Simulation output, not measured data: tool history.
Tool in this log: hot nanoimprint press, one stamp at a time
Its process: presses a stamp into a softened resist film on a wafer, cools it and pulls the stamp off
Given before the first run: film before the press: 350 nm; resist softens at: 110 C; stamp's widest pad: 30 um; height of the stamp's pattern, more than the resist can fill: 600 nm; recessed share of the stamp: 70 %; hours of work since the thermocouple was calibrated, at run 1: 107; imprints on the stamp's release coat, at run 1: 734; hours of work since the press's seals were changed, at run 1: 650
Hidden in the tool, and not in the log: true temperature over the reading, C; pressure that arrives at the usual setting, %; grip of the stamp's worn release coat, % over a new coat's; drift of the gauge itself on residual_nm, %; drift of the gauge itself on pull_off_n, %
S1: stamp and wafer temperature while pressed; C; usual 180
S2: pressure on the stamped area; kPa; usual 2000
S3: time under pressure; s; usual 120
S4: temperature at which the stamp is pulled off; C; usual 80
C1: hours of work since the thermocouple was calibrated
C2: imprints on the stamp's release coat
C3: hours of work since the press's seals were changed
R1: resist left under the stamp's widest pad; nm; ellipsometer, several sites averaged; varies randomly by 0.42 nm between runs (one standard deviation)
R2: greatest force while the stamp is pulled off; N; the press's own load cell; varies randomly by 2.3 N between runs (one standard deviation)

| run | hour | S1 | S2 | S3 | S4 | C1 | C2 | C3 | R1 | R2 |
|---|---|---|---|---|---|---|---|---|---|---|
| 1 | 0.0 | 180 | 2000 | 120 | 80 | 107 | 734 | 650 | 206.8 | 124 |
| 2 | 30.9 | 180 | 2000 | 120 | 80 | 131 | 901 | 674 | 207.0 | 128 |
|  | 43.8 | stamp cleaned and given a new release coat |
| 3 | 69.7 | 180 | 2000 | 120 | 80 | 157 | 140 | 700 | 206.8 | 106 |
| 4 | 89.3 | 180 | 2000 | 120 | 80 | 172 | 245 | 715 | 206.4 | 106 |
| 5 | 108.0 | 172 | 2000 | 120 | 80 | 187 | 347 | 730 | 252.9 | 109 |
| 6 | 135.8 | 172 | 2000 | 120 | 80 | 209 | 497 | 752 | 250.9 | 113 |
| 7 | 169.8 | 177 | 2000 | 120 | 80 | 235 | 680 | 779 | 222.5 | 125 |
| 8 | 187.7 | 177 | 2000 | 120 | 80 | 249 | 777 | 793 | 222.6 | 122 |
|  | 193.6 | plate thermocouple calibrated |
|  | 226.4 | stamp cleaned and given a new release coat |
| 9 | 230.6 | 180 | 2000 | 120 | 80 | 24 | 23 | 819 | 202.9 | 101 |
|  | 264.5 | press's hydraulic seals changed and the load cell set to zero |
| 10 | 273.6 | 180 | 2000 | 120 | 80 | 52 | 212 | 7 | 200.4 | 107 |
| 11 | 300.5 | 180 | 1490 | 120 | 80 | 73 | 357 | 28 | 223.1 | 110 |
| 12 | 333.9 | 180 | 2000 | 120 | 80 | 99 | 537 | 54 | 200.3 | 114 |
|  | 360.0 | plate thermocouple calibrated, once more |
| 13 | 366.4 | 180 | 2000 | 120 | 80 | 5 | 697 | 78 | 206.9 | 119 |
| 14 | 381.4 | 180 | 2000 | 97 | 80 | 17 | 778 | 89 | 220.9 | 125 |
| 15 | 397.8 | 180 | 2000 | 120 | 80 | 30 | 866 | 102 | 206.9 | 129 |
|  | 418.0 | stamp cleaned and given a new release coat |
| 16 | 437.8 | 180 | 2000 | 138 | 80 | 56 | 107 | 129 | 197.2 | 105 |
| 17 | 456.4 | 180 | 3190 | 72 | 80 | 71 | 207 | 144 | 204.8 | 105 |
| 18 | 477.4 | 180 | 1480 | 224 | 80 | 87 | 321 | 160 | 188.1 | 113 |
| 19 | 512.3 | 184 | 2000 | 120 | 80 | 115 | 509 | 187 | 184.5 | 116 |

What does the tool deliver on the next run?
| 20 | 542.1 | 178 | 2380 | 183 | 84 | 138 | 670 | 211 | ? | ? |

Run 20 came out at R1 176.3 nm, R2 113 N.
With the hidden condition absent and the run-to-run variation left alone, this run would have shown R1 178.5 nm, R2 95 N.

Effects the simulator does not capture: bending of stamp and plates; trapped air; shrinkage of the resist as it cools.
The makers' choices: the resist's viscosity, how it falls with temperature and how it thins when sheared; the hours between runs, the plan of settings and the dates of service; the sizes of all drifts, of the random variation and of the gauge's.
